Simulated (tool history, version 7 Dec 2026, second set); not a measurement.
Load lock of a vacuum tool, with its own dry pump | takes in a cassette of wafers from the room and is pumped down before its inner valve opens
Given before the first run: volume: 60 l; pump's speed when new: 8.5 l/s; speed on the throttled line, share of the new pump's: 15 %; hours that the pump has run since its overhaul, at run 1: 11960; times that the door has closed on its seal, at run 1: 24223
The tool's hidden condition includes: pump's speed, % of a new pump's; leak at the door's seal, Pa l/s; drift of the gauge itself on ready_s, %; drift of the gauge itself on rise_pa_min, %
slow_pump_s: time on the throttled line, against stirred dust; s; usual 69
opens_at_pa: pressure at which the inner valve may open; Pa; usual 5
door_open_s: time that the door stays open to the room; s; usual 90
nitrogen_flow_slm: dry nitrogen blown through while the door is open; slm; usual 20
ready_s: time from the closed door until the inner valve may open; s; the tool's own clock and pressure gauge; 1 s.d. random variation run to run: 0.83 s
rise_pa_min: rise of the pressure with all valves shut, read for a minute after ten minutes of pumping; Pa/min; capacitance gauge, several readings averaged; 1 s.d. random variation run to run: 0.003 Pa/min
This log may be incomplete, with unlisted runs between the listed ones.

run	hour	slow_pump_s	opens_at_pa	door_open_s	nitrogen_flow_slm	hours that the pump has run since its overhaul	times that the door has closed on its seal	incoming humidity of the room's air, %	ready_s	rise_pa_min
1	0.0	69	5	90	20	11960	24223	44.8	141.6	0.100
2	431.1	69	5	90	20	12391	25043	47.1	142.3	0.108
3	735.4	69	5	90	20	12695	25621	44.1	141.8	0.103
4	948.7	69	5	90	20	12909	26027	42.1	143.6	0.112
5	1143.0	69	5	90	20	13103	26397	44.8	143.7	0.106
6	1493.9	69	5	90	20	13454	27064	41.9	144.8	0.108
7	1744.5	69	5	90	20	13704	27541	47.0	143.8	0.122
8	2170.5	69	5	90	20	14130	28351	44.7	144.9	0.117
9	2366.6	69	5	90	20	14326	28724	42.3	144.5	0.117
10	2558.6	109	5	90	20	14518	29089	46.4	176.3	0.121
11	2740.1	109	5	90	9	14700	29434	46.1	179.1	0.130
12	2976.2	69	5	90	20	14936	29883	47.2	145.8	0.130
13	3400.1	69	5	90	20	15360	30690	46.2	145.2	0.127
14	3823.2	69	5	90	43	15783	31495	43.2	147.1	0.127
15	4245.8	69	5	90	20	16206	32298	45.4	148.3	0.134
16	4654.5	69	5	90	20	16614	33076	45.6	149.8	0.143
17	4876.8	69	5	90	20	16837	33498	43.9	148.8	0.146
18	5124.6	69	5	90	20	17084	33970	46.2	148.5	0.152
19	5407.4	69	5	90	20	17367	34508	46.7	149.8	0.152
20	5767.4	58	5	77	20	17727	35193	46.8	140.4	0.151
21	6144.6	34	5	46	42	18104	35910	44.9	122.1	0.144
22	6399.1	63	7	90	20	18359	36394	45.5	144.4	0.160
# hour 6557.3: dry pump taken out, an overhauled one fitted
23	6750.0	129	5	90	18	193	37050	42.1	180.1	0.167
24	7124.6	58	5	79	18	567	37762	43.9	120.8	0.167
25	7454.6	58	5	79	18	897	38390	43.1	122.2	0.166
26	7897.3	58	4	49	18	1340	39232	45.2	123.2	0.170
27	8109.2	58	4	49	18	1552	39635	46.5	123.1	0.176
28	8319.6	133	5	177	20	1762	40036	42.9	186.6	0.186
29	8695.3	69	5	192	4	2138	40750	48.5	132.0	0.205
30	9058.7	69	5	192	4	2501	41441	43.0	132.8	0.203
31	9348.5	69	6	175	20	2791	41993	44.2	131.2	0.199
32	9732.0	69	9	90	15	3175	42722	41.0	128.4	0.198
33	10053.5	62	6	212	15	3496	43334	45.6	125.4	0.224
34	10456.8	129	5	90	11	3900	44101	43.6	183.7	0.210
35	10715.0	69	9	90	20	4158	44592	41.7	129.6	0.205
36	10954.3	69	9	90	20	4397	45047	46.1	127.9	0.219
37	11207.2	69	6	37	20	4650	45528	45.5	131.2	0.217

Take each entry between the runs: how does the hidden state at the last listed run before it differ from the hidden state at the first listed run after it?
From run 22 to run 23: dry pump taken out, an overhauled one fitted (hour 6557.3)
  pump's speed, % of a new pump's: 73.2 -> 98.9; leak at the door's seal, Pa l/s: 0.1405 -> 0.1445
  measured value less the no-hidden-state value, ready_s: +21.8 -> +0.6 s; rise_pa_min: +0.139 -> +0.141 Pa/min
